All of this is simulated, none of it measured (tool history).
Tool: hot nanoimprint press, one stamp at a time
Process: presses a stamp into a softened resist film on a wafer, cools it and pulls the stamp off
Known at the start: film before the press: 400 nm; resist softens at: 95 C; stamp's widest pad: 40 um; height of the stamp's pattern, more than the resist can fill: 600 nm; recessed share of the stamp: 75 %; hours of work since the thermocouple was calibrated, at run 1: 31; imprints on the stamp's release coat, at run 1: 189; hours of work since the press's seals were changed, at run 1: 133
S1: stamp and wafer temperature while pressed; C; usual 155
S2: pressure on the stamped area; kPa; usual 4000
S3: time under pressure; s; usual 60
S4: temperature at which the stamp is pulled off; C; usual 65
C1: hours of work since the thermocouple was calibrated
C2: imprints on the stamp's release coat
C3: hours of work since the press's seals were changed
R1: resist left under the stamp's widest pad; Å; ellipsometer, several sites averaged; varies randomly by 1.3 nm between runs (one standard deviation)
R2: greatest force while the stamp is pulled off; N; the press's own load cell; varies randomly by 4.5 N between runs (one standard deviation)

run,hour,S1,S2,S3,S4,C1,C2,C3,R1,R2
1,0.0,155,4000,60,65,31,189,133,2090,234
2,17.8,155,4000,32,65,43,264,145,2533,240
3,29.8,155,4000,32,65,51,315,153,2531,252
4,38.5,155,4000,32,65,57,352,159,2507,254
5,57.9,144,4000,60,65,70,433,172,2931,243
6,67.3,155,2730,60,65,76,473,178,2472,260
7,81.7,149,4000,60,65,86,534,188,2553,245
8,92.7,149,4000,60,65,94,580,196,2527,261
9,108.4,155,4000,41,65,104,647,206,2369,275
10,124.8,155,4000,41,65,115,716,217,2376,273
11,145.0,155,4000,59,65,129,801,231,2147,268
12,155.0,155,4000,60,65,136,843,238,2127,275
13,164.2,155,4000,60,65,142,882,244,2122,289
14,178.3,165,4000,60,65,152,941,254,1557,295
15,186.7,155,4000,60,56,158,977,260,2113,349
16,195.0,152,2500,60,65,163,1012,265,2811,295
# hour 199.7: plate thermocouple calibrated
17,215.6,149,4000,115,65,11,1086,277,2118,302
18,235.0,149,4000,115,65,24,1168,290,2099,302
19,248.2,160,3870,60,65,33,1224,299,1847,302
20,266.6,165,4330,32,52,46,1301,312,1881,405
# hour 277.3: plate thermocouple calibrated, once more
21,279.7,160,4110,75,54,2,1343,319,1661,379
22,299.5,160,4110,75,54,15,1427,332,1647,404
23,307.9,150,4920,49,73,21,1463,338,2429,260
24,327.8,145,3220,60,65,34,1547,351,3057,325
25,340.8,145,3220,60,65,43,1601,360,3031,337
26,351.9,155,4550,116,65,51,1648,368,1589,337
27,364.8,167,3560,50,72,60,1702,377,1680,276
28,376.8,157,4950,60,61,68,1753,385,1789,386
29,391.0,154,4950,42,54,77,1813,394,2256,438

Pick out some run-to-run changes in R1. Of each, how much would a tool without hidden state show as well, from the settings, what came in and chance, and how much is left for the hidden state and any gauge scatter not in both results compared?
Hidden state at play: true temperature over the reading, C; pressure that arrives at the usual setting, %; grip of the stamp's worn release coat, % over a new coat's; drift of the gauge itself on residual_nm, %; drift of the gauge itself on pull_off_n, %.
Run 16 -> 17: S1 152 -> 149, S2 2500 -> 4000, S3 60 -> 115, plate thermocouple calibrated. R1 -693 Å: hidden state +19, all else -712.
Run 20 -> 21: S1 165 -> 160, S2 4330 -> 4110, S3 32 -> 75, S4 52 -> 54, plate thermocouple calibrated, once more. R1 -220 Å: hidden state -24, all else -196.
Run 22 -> 23: S1 160 -> 150, S2 4110 -> 4920, S3 75 -> 49, S4 54 -> 73. R1 +782 Å: hidden state +19, all else +763.
Run 25 -> 26: S1 145 -> 155, S2 3220 -> 4550, S3 60 -> 116. R1 -1442 Å: hidden state +4, all else -1446.
